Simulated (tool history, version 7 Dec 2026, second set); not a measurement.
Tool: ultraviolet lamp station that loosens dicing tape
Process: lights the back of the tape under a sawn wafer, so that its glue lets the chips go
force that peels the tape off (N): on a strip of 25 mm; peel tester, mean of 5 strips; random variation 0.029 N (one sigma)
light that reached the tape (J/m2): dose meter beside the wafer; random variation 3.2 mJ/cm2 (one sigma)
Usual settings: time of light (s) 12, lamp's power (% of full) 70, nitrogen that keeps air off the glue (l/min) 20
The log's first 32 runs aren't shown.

| run | hour | time of light (s) | lamp's power (% of full) | nitrogen that keeps air off the glue (l/min) | hours of work of the lamp | hours of work since the window was cleaned | force that peels the tape off (N) | light that reached the tape (J/m2) |
|---|---|---|---|---|---|---|---|---|
| 33 | 1130.3 | 14 | 92 | 10 | 839 | 207 | 1.877 | 5620 |
| 34 | 1156.5 | 18 | 79 | 20 | 855 | 223 | 0.931 | 6250 |
| 35 | 1205 | 18 | 79 | 20 | 885 | 253 | 0.967 | 6110 |
| 36 | 1243.3 | 10 | 70 | 12 | 908 | 276 | 3.587 | 2970 |
| 37 | 1275.2 | 11 | 70 | 27 | 928 | 296 | 2.261 | 3240 |
| 38 | 1297.1 | 11 | 70 | 27 | 941 | 309 | 2.227 | 3240 |
| 39 | 1340.5 | 11 | 70 | 27 | 968 | 336 | 2.23 | 3180 |
| 40 | 1366 | 11 | 70 | 27 | 983 | 351 | 2.3 | 3130 |
| 41 | 1413.9 | 12 | 79 | 31 | 1013 | 381 | 1.612 | 3800 |
| 42 | 1442 | 18 | 72 | 8 | 1030 | 398 | 2.405 | 5170 |
| 43 | 1468.9 | 18 | 98 | 14 | 1046 | 414 | 0.943 | 7000 |

3 ways to go on from here, each from the tool as it stands after run 43. What would each give?
| A | 1492.9 | 11 | 78 | 36 | 1061 | 429 | ? | ? |
| B | 1492.9 | 8 | 98 | 14 | 1061 | 429 | ? | ? |
| C | 1492.9 | 12 | 70 | 22 | 1061 | 429 | ? | ? |

| run | force that peels the tape off (N) | light that reached the tape (J/m2) |
|---|---|---|
| A | 1.851 | 3370 |
| B | 3.278 | 3080 |
| C | 2.42 | 3360 |
Without the tool's hidden state the same runs would have given:
| run | force that peels the tape off (N) | light that reached the tape (J/m2) |
|---|---|---|
| A | 0.943 | 4950 |
| B | 2.04 | 4520 |
| C | 1.347 | 4920 |
